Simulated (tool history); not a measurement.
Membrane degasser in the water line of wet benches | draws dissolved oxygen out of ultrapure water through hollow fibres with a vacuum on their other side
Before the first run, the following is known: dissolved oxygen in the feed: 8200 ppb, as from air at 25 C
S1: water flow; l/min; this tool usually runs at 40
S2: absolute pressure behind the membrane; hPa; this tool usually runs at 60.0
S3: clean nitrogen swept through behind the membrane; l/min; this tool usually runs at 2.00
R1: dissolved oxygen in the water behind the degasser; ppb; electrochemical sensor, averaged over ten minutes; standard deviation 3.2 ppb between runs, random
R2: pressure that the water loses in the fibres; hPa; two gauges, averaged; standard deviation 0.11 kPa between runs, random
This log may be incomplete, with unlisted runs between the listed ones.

| run | hour | S1 | S2 | S3 | R1 | R2 |
|---|---|---|---|---|---|---|
| 1 | 0.0 | 40 | 60.0 | 2.00 | 365.6 | 335.1 |
| 2 | 89.1 | 40 | 43.7 | 2.00 | 302.8 | 334.9 |
| 3 | 216.4 | 40 | 60.0 | 2.00 | 375.4 | 335.0 |
| 4 | 285.6 | 40 | 60.0 | 2.00 | 369.0 | 335.2 |
| 5 | 398.0 | 40 | 60.0 | 2.00 | 376.5 | 336.5 |
| 6 | 474.7 | 40 | 92.0 | 2.00 | 502.1 | 336.2 |
| 7 | 595.2 | 40 | 92.0 | 2.00 | 508.3 | 337.6 |
| 8 | 754.0 | 40 | 92.0 | 2.00 | 500.8 | 336.9 |
| 9 | 895.5 | 40 | 92.0 | 2.00 | 502.4 | 337.2 |
| 10 | 1029.3 | 40 | 92.0 | 2.00 | 508.0 | 337.0 |
| 11 | 1112.8 | 40 | 92.0 | 3.31 | 418.5 | 336.1 |
| 12 | 1200.2 | 40 | 92.0 | 3.31 | 418.9 | 335.4 |
| 13 | 1313.2 | 40 | 92.0 | 3.31 | 419.7 | 338.2 |
| 14 | 1415.8 | 40 | 42.9 | 2.00 | 303.7 | 337.2 |
| 15 | 1516.8 | 40 | 42.9 | 2.00 | 304.3 | 336.5 |
| 16 | 1590.9 | 40 | 36.9 | 2.00 | 280.3 | 338.2 |
|  | 1657.1 | seals of the vacuum lines changed |
| 17 | 1720.4 | 40 | 36.9 | 2.00 | 278.7 | 335.9 |
| 18 | 1848.1 | 40 | 39.4 | 2.21 | 289.6 | 338.4 |
| 19 | 1950.5 | 40 | 98.8 | 2.00 | 535.8 | 338.2 |
| 20 | 2020.8 | 33 | 104.1 | 1.74 | 452.2 | 280.0 |
| 21 | 2095.0 | 33 | 104.1 | 1.74 | 451.9 | 278.4 |
| 22 | 2210.2 | 31 | 82.8 | 2.05 | 311.2 | 261.2 |

Run 23 has not been measured yet. What should we expect?
| 23 | 2300.7 | 45 | 103.4 | 4.70 | ? | ? |

R1: 483.8 ppb
R2: 379.2 hPa
On a tool with no hidden condition, and with the same random variation, this run would have come out at R1 463.7 ppb, R2 372.1 hPa.
